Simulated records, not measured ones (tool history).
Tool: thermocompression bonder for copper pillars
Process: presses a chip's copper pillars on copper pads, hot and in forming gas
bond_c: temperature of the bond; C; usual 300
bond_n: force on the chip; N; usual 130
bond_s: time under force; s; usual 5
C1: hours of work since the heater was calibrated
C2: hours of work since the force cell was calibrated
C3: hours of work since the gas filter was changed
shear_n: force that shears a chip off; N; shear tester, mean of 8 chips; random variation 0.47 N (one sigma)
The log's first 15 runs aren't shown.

run 16 hour=200.2 | bond_c=300 bond_n=130 bond_s=11 | C1=443 C2=43 C3=37 | shear_n=86.0
run 17 hour=215.9 | bond_c=300 bond_n=130 bond_s=5 | C1=450 C2=50 C3=45 | shear_n=70.9
run 18 hour=227.0 | bond_c=300 bond_n=130 bond_s=5 | C1=456 C2=56 C3=51 | shear_n=70.7
run 19 hour=242.1 | bond_c=309 bond_n=130 bond_s=5 | C1=463 C2=63 C3=58 | shear_n=76.2
run 20 hour=253.5 | bond_c=309 bond_n=130 bond_s=5 | C1=469 C2=69 C3=63 | shear_n=75.5
run 21 hour=262.4 | bond_c=319 bond_n=149 bond_s=6 | C1=473 C2=73 C3=68 | shear_n=90.9
run 22 hour=274.2 | bond_c=272 bond_n=130 bond_s=12 | C1=479 C2=79 C3=73 | shear_n=66.6
run 23 hour=286.7 | bond_c=272 bond_n=103 bond_s=7 | C1=485 C2=85 C3=80 | shear_n=44.4
run 24 hour=295.2 | bond_c=271 bond_n=79 bond_s=5 | C1=489 C2=89 C3=84 | shear_n=28.2
run 25 hour=306.2 | bond_c=310 bond_n=164 bond_s=10 | C1=494 C2=94 C3=89 | shear_n=95.7
run 26 hour=319.6 | bond_c=293 bond_n=94 bond_s=13 | C1=501 C2=101 C3=96 | shear_n=64.9
run 27 hour=338.1 | bond_c=293 bond_n=94 bond_s=13 | C1=510 C2=110 C3=104 | shear_n=65.3
run 28 hour=346.7 | bond_c=277 bond_n=130 bond_s=5 | C1=514 C2=114 C3=109 | shear_n=52.7
run 29 hour=357.5 | bond_c=277 bond_n=188 bond_s=4 | C1=519 C2=119 C3=114 | shear_n=66.7
run 30 hour=367.7 | bond_c=296 bond_n=86 bond_s=6 | C1=524 C2=124 C3=119 | shear_n=47.1

Run 31 comes next. What will it give?
run 31 hour=380.4 | bond_c=296 bond_n=86 bond_s=6 | C1=530 C2=130 C3=125 | shear_n=?

shear_n: 47.1 N
Without the tool's hidden state the same run would have given shear_n 50.4 N.
